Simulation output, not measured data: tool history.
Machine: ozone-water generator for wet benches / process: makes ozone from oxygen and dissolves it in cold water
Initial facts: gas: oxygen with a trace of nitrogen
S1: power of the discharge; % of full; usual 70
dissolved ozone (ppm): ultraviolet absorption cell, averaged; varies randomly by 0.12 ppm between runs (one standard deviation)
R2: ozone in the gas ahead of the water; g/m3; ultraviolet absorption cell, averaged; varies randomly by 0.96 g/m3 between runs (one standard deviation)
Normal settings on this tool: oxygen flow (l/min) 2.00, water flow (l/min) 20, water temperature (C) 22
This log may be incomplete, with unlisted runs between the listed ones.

{"run": 1, "hour": 0.0, "S1": 70, "oxygen flow (l/min)": 2.0, "water flow (l/min)": 20, "water temperature (C)": 22, "dissolved ozone (ppm)": 10.4, "R2": 161.8}
{"run": 2, "hour": 21.2, "S1": 70, "oxygen flow (l/min)": 2.0, "water flow (l/min)": 20, "water temperature (C)": 22, "dissolved ozone (ppm)": 10.1, "R2": 161.8}
{"run": 3, "hour": 49.1, "S1": 45, "oxygen flow (l/min)": 2.0, "water flow (l/min)": 20, "water temperature (C)": 22, "dissolved ozone (ppm)": 7.6, "R2": 119.1}
{"run": 4, "hour": 79.6, "S1": 45, "oxygen flow (l/min)": 2.0, "water flow (l/min)": 20, "water temperature (C)": 22, "dissolved ozone (ppm)": 7.6, "R2": 119.6}
{"run": 5, "hour": 100.4, "S1": 70, "oxygen flow (l/min)": 2.0, "water flow (l/min)": 20, "water temperature (C)": 22, "dissolved ozone (ppm)": 10.3, "R2": 161.5}
{"run": 6, "hour": 122.5, "S1": 70, "oxygen flow (l/min)": 2.0, "water flow (l/min)": 19, "water temperature (C)": 22, "dissolved ozone (ppm)": 10.9, "R2": 162.2}
{"run": 7, "hour": 157.7, "S1": 70, "oxygen flow (l/min)": 2.0, "water flow (l/min)": 19, "water temperature (C)": 22, "dissolved ozone (ppm)": 10.8, "R2": 161.1}
{"run": 8, "hour": 184.0, "S1": 70, "oxygen flow (l/min)": 2.0, "water flow (l/min)": 19, "water temperature (C)": 22, "dissolved ozone (ppm)": 10.8, "R2": 160.0}
{"run": 9, "hour": 217.0, "S1": 70, "oxygen flow (l/min)": 2.0, "water flow (l/min)": 19, "water temperature (C)": 22, "dissolved ozone (ppm)": 10.8, "R2": 161.3}
{"run": 10, "hour": 240.6, "S1": 70, "oxygen flow (l/min)": 2.0, "water flow (l/min)": 19, "water temperature (C)": 22, "dissolved ozone (ppm)": 10.8, "R2": 160.4}
{"run": 11, "hour": 275.9, "S1": 70, "oxygen flow (l/min)": 2.0, "water flow (l/min)": 19, "water temperature (C)": 22, "dissolved ozone (ppm)": 10.9, "R2": 160.4}
{"run": 12, "hour": 305.0, "S1": 70, "oxygen flow (l/min)": 2.0, "water flow (l/min)": 19, "water temperature (C)": 22, "dissolved ozone (ppm)": 10.8, "R2": 159.5}
{"run": 13, "hour": 337.5, "S1": 47, "oxygen flow (l/min)": 2.0, "water flow (l/min)": 20, "water temperature (C)": 22, "dissolved ozone (ppm)": 7.9, "R2": 121.9}
{"run": 14, "hour": 359.6, "S1": 47, "oxygen flow (l/min)": 2.0, "water flow (l/min)": 20, "water temperature (C)": 22, "dissolved ozone (ppm)": 7.8, "R2": 122.0}
{"run": 15, "hour": 396.5, "S1": 47, "oxygen flow (l/min)": 2.0, "water flow (l/min)": 20, "water temperature (C)": 23, "dissolved ozone (ppm)": 7.9, "R2": 120.1}
{"run": 16, "hour": 421.8, "S1": 47, "oxygen flow (l/min)": 2.0, "water flow (l/min)": 20, "water temperature (C)": 17, "dissolved ozone (ppm)": 8.3, "R2": 119.7}
{"hour": 440.4, "done": "gauge calibrated"}
{"run": 17, "hour": 455.0, "S1": 47, "oxygen flow (l/min)": 2.0, "water flow (l/min)": 20, "water temperature (C)": 17, "dissolved ozone (ppm)": 8.1, "R2": 124.7}
{"run": 18, "hour": 477.1, "S1": 47, "oxygen flow (l/min)": 2.0, "water flow (l/min)": 20, "water temperature (C)": 17, "dissolved ozone (ppm)": 8.1, "R2": 124.2}
{"run": 19, "hour": 512.8, "S1": 47, "oxygen flow (l/min)": 2.0, "water flow (l/min)": 20, "water temperature (C)": 17, "dissolved ozone (ppm)": 8.2, "R2": 124.5}
{"run": 20, "hour": 538.0, "S1": 47, "oxygen flow (l/min)": 2.0, "water flow (l/min)": 20, "water temperature (C)": 17, "dissolved ozone (ppm)": 7.9, "R2": 123.4}
{"run": 21, "hour": 563.5, "S1": 70, "oxygen flow (l/min)": 2.0, "water flow (l/min)": 12, "water temperature (C)": 16, "dissolved ozone (ppm)": 17.3, "R2": 161.9}
{"run": 22, "hour": 601.7, "S1": 51, "oxygen flow (l/min)": 2.24, "water flow (l/min)": 20, "water temperature (C)": 16, "dissolved ozone (ppm)": 8.9, "R2": 124.4}
{"run": 23, "hour": 632.6, "S1": 51, "oxygen flow (l/min)": 2.24, "water flow (l/min)": 20, "water temperature (C)": 16, "dissolved ozone (ppm)": 9.1, "R2": 124.9}
{"run": 24, "hour": 654.6, "S1": 70, "oxygen flow (l/min)": 2.0, "water flow (l/min)": 18, "water temperature (C)": 16, "dissolved ozone (ppm)": 11.9, "R2": 159.4}
{"run": 25, "hour": 675.9, "S1": 70, "oxygen flow (l/min)": 2.0, "water flow (l/min)": 18, "water temperature (C)": 16, "dissolved ozone (ppm)": 12.1, "R2": 161.2}
{"run": 26, "hour": 713.9, "S1": 70, "oxygen flow (l/min)": 2.0, "water flow (l/min)": 18, "water temperature (C)": 16, "dissolved ozone (ppm)": 12.0, "R2": 161.6}
{"run": 27, "hour": 752.1, "S1": 41, "oxygen flow (l/min)": 1.08, "water flow (l/min)": 21, "water temperature (C)": 17, "dissolved ozone (ppm)": 5.5, "R2": 138.6}
{"run": 28, "hour": 785.7, "S1": 41, "oxygen flow (l/min)": 2.0, "water flow (l/min)": 20, "water temperature (C)": 19, "dissolved ozone (ppm)": 7.2, "R2": 110.0}
{"run": 29, "hour": 817.9, "S1": 41, "oxygen flow (l/min)": 2.0, "water flow (l/min)": 20, "water temperature (C)": 19, "dissolved ozone (ppm)": 7.4, "R2": 110.0}
{"run": 30, "hour": 852.1, "S1": 41, "oxygen flow (l/min)": 2.0, "water flow (l/min)": 20, "water temperature (C)": 19, "dissolved ozone (ppm)": 7.3, "R2": 110.4}
{"run": 31, "hour": 884.1, "S1": 82, "oxygen flow (l/min)": 2.0, "water flow (l/min)": 20, "water temperature (C)": 16, "dissolved ozone (ppm)": 12.1, "R2": 176.5}

The next listed run, before its measurement:
{"run": 32, "hour": 915.8, "S1": 82, "oxygen flow (l/min)": 2.0, "water flow (l/min)": 20, "water temperature (C)": 16, "dissolved ozone (ppm)": "?", "R2": "?"}

dissolved ozone (ppm): 12.2
R2: 176.1 g/m3
Take away the tool's hidden state, keep the run-to-run variation as it was, and the same run would have given dissolved ozone (ppm) 12.2, R2 182.0 g/m3.

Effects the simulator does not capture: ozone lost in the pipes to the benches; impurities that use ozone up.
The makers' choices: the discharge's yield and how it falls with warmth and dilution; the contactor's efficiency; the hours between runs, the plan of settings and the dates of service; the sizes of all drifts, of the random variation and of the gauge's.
